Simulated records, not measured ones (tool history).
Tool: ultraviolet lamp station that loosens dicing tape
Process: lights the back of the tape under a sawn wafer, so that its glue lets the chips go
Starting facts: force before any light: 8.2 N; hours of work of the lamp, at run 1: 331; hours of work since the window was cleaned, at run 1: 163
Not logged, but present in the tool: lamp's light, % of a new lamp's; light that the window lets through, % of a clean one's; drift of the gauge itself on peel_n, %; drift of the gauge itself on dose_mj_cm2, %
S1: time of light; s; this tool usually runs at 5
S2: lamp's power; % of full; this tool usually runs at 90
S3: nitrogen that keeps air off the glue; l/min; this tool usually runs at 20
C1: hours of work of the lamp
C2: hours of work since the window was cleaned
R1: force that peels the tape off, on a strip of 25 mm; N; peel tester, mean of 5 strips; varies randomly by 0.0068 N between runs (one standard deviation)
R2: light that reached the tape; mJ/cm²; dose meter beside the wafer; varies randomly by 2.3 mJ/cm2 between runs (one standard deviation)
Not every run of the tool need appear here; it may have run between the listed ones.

run	hour	S1	S2	S3	C1	C2	R1	R2
1	0.0	5	90	20	331	163	0.338	209
2	40.1	5	90	20	348	179	0.355	207
3	70.0	5	90	32	360	191	0.281	205
4	114.7	5	90	20	377	209	0.375	204
5	173.5	5	90	20	401	233	0.385	201
6	206.3	5	70	20	414	246	0.709	156
7	265.1	5	70	20	438	269	0.764	154
# hour 288.0: window cleaned of glue's vapour
8	315.0	5	70	20	458	11	0.850	142
9	376.7	2	81	18	482	36	2.940	64
# hour 380.2: window cleaned of glue's vapour, once more
10	437.0	9	61	6	506	23	0.428	248
11	467.0	9	61	6	518	35	0.451	251
12	534.7	5	91	29	546	62	0.305	201
13	589.4	8	70	20	568	84	0.215	246
14	656.5	5	90	20	594	111	0.411	197
15	719.7	10	90	26	620	136	0.083	386
16	747.6	7	62	7	631	147	0.827	189

Branching from run 16: 4 alternative next runs. What would each branch give?
A	782.8	2	83	10	645	162	?	?
B	782.8	4	67	7	645	162	?	?
C	782.8	5	79	35	645	162	?	?
D	782.8	5	90	7	645	162	?	?

run	R1	R2
A	3.135	72
B	1.931	111
C	0.499	168
D	0.776	191
Without the tool's hidden state the same runs would have given:
run	R1	R2
A	2.431	90
B	1.331	140
C	0.266	212
D	0.436	242

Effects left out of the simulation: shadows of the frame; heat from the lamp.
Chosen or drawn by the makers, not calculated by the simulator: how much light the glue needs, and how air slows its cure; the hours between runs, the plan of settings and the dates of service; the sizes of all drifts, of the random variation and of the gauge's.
